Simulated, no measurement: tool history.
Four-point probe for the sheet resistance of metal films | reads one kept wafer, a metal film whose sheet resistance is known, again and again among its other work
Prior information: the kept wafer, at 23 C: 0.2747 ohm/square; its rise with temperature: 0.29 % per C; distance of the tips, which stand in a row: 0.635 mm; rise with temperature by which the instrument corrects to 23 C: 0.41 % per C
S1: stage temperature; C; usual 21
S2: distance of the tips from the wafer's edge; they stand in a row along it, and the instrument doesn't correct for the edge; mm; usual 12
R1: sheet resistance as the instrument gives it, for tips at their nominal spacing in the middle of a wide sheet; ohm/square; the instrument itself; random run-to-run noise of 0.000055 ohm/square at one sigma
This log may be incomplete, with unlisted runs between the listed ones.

run   hour  S1  S2        R1
  1      0  21  12  0.276441
  2   27.1  21  12   0.27645
  3   64.2  21   8  0.276969
  4  108.7  21  12   0.27637
  5  158.3  21  12  0.276527
  6  200.1  21  12  0.276483
  7  228.1  25   6  0.276534
  8  273.2  34  17  0.272153
  9  299.9  34  17    0.2723
 10  350.5  25  20   0.27495
 11  380.9  25  20  0.274997

The logged runs with the hidden state left out (each run's random variation unchanged):
What the log doesn't record here: inner tips' distance over the nominal, %; tips' flats over new ones', %; wafer's true temperature over the reading, C; drift of the gauge itself on sheet_ohm, %.
run        R1
  1  0.275783
  2  0.275783
  3  0.276292
  4  0.275682
  5  0.275825
  6   0.27577
  7   0.27581
  8  0.271421
  9   0.27156
 10  0.274198
 11  0.274237
